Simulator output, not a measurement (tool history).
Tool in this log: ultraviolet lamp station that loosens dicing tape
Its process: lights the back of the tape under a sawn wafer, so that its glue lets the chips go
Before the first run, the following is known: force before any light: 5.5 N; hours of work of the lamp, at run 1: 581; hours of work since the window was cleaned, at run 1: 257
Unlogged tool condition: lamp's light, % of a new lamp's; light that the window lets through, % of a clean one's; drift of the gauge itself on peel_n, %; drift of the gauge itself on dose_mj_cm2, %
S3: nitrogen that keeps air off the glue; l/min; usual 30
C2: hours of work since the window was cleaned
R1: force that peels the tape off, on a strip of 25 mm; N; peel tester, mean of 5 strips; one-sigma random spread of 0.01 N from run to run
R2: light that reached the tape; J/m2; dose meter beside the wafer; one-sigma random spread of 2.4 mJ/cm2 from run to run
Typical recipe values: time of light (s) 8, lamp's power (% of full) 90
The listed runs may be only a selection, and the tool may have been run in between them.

Run 1, hour 0: usual settings; hours of work of the lamp 581; C2 257. Result: R1 0.682 N, R2 2090 J/m2.
Run 2, hour 26.3: usual settings; hours of work of the lamp 592; C2 269. Result: R1 0.676 N, R2 2060 J/m2.
Run 3, hour 50.8: usual settings but time of light (s) 15; hours of work of the lamp 603; C2 280. Result: R1 0.248 N, R2 3850 J/m2.
Run 4, hour 74.6: usual settings but S3 9 l/min; hours of work of the lamp 614; C2 291. Result: R1 1.489 N, R2 2030 J/m2.
Run 5, hour 89.9: usual settings but S3 9 l/min; hours of work of the lamp 621; C2 298. Result: R1 1.475 N, R2 2070 J/m2.
Run 6, hour 115.9: usual settings but time of light (s) 5, S3 9 l/min; hours of work of the lamp 632; C2 309. Result: R1 2.38 N, R2 1260 J/m2.
Run 7, hour 137.7: usual settings but time of light (s) 5, S3 17 l/min; hours of work of the lamp 642; C2 319. Result: R1 1.878 N, R2 1290 J/m2.
Run 8, hour 161.7: usual settings; hours of work of the lamp 653; C2 330. Result: R1 0.71 N, R2 2000 J/m2.
Run 9, hour 181.7: usual settings; hours of work of the lamp 662; C2 339. Result: R1 0.709 N, R2 1980 J/m2.
Run 10, hour 198.9: usual settings but time of light (s) 6; hours of work of the lamp 669; C2 346. Result: R1 1.141 N, R2 1500 J/m2.
Run 11, hour 225.2: usual settings but time of light (s) 6; hours of work of the lamp 681; C2 358. Result: R1 1.107 N, R2 1490 J/m2.
Run 12, hour 253.4: usual settings but time of light (s) 6; hours of work of the lamp 694; C2 371. Result: R1 1.172 N, R2 1470 J/m2.
Run 13, hour 276.3: usual settings but time of light (s) 6; hours of work of the lamp 704; C2 381. Result: R1 1.172 N, R2 1460 J/m2.
At hour 298.8: window cleaned of glue's vapour.
Run 14, hour 305.4: usual settings but lamp's power (% of full) 67; hours of work of the lamp 717; C2 3. Result: R1 1.041 N, R2 1620 J/m2.
Run 15, hour 324: usual settings but lamp's power (% of full) 67; hours of work of the lamp 725; C2 11. Result: R1 1.036 N, R2 1590 J/m2.
Run 16, hour 352.2: usual settings but lamp's power (% of full) 67; hours of work of the lamp 738; C2 24. Result: R1 1.039 N, R2 1560 J/m2.
Run 17, hour 378: usual settings but lamp's power (% of full) 67; hours of work of the lamp 749; C2 35. Result: R1 1.077 N, R2 1530 J/m2.
Run 18, hour 395.8: usual settings but lamp's power (% of full) 67; hours of work of the lamp 757; C2 43. Result: R1 1.078 N, R2 1600 J/m2.
Run 19, hour 423: usual settings but lamp's power (% of full) 67; hours of work of the lamp 769; C2 56. Result: R1 1.089 N, R2 1530 J/m2.
Run 20, hour 454.8: usual settings but time of light (s) 11, lamp's power (% of full) 75, S3 13 l/min; hours of work of the lamp 784; C2 70. Result: R1 0.975 N, R2 2330 J/m2.
Run 21, hour 471.7: usual settings but time of light (s) 11, lamp's power (% of full) 75, S3 13 l/min; hours of work of the lamp 791; C2 77. Result: R1 1.014 N, R2 2320 J/m2.
Run 22, hour 499.6: usual settings but time of light (s) 11, lamp's power (% of full) 75, S3 13 l/min; hours of work of the lamp 804; C2 90. Result: R1 1.008 N, R2 2310 J/m2.
Run 23, hour 525.5: usual settings but time of light (s) 12, lamp's power (% of full) 79; hours of work of the lamp 815; C2 101. Result: R1 0.423 N, R2 2690 J/m2.
Run 24, hour 552.2: usual settings but time of light (s) 12, lamp's power (% of full) 79; hours of work of the lamp 827; C2 113. Result: R1 0.441 N, R2 2660 J/m2.
Run 25, hour 576: usual settings but time of light (s) 12, lamp's power (% of full) 79; hours of work of the lamp 838; C2 124. Result: R1 0.426 N, R2 2610 J/m2.
Run 26, hour 595.3: usual settings but time of light (s) 16, lamp's power (% of full) 68, S3 15 l/min; hours of work of the lamp 846; C2 133. Result: R1 0.575 N, R2 3010 J/m2.
Run 27, hour 620.6: usual settings but time of light (s) 6, S3 32 l/min; hours of work of the lamp 858; C2 144. Result: R1 1.09 N, R2 1490 J/m2.
Run 28, hour 653.3: usual settings but time of light (s) 12, lamp's power (% of full) 85; hours of work of the lamp 872; C2 158. Result: R1 0.386 N, R2 2790 J/m2.
Run 29, hour 685.6: usual settings but time of light (s) 12, lamp's power (% of full) 86; hours of work of the lamp 887; C2 173. Result: R1 0.388 N, R2 2840 J/m2.
Run 30, hour 717: usual settings but time of light (s) 12, lamp's power (% of full) 86; hours of work of the lamp 901; C2 187. Result: R1 0.382 N, R2 2740 J/m2.
Run 31, hour 732.3: usual settings but time of light (s) 12, lamp's power (% of full) 86; hours of work of the lamp 908; C2 194. Result: R1 0.389 N, R2 2780 J/m2.
Run 32, hour 760.2: usual settings but time of light (s) 12, lamp's power (% of full) 99, S3 49 l/min; hours of work of the lamp 920; C2 206. Result: R1 0.255 N, R2 3160 J/m2.
Run 33, hour 787.3: usual settings but time of light (s) 12, lamp's power (% of full) 99, S3 49 l/min; hours of work of the lamp 932; C2 218. Result: R1 0.248 N, R2 3120 J/m2.
Run 34, hour 812.1: usual settings but lamp's power (% of full) 85; hours of work of the lamp 943; C2 229. Result: R1 0.866 N, R2 1780 J/m2.
Run 35, hour 841.4: usual settings but lamp's power (% of full) 95, S3 53 l/min; hours of work of the lamp 956; C2 243. Result: R1 0.51 N, R2 1980 J/m2.
Run 36, hour 862.1: usual settings but lamp's power (% of full) 95, S3 53 l/min; hours of work of the lamp 966; C2 252. Result: R1 0.5 N, R2 1970 J/m2.

Hidden state at the last listed run before each entry between runs and at the first one after, where it differs:
Logged between run 13 and run 14: window cleaned of glue's vapour (hour 298.8)
  lamp's light, % of a new lamp's: 83.9 -> 83.7; light that the window lets through, % of a clean one's: 90.8 -> 98.8
  difference, measured minus the result without the unlogged condition, R1: +0.405 -> +0.276 N; R2: -460 -> -330 J/m2
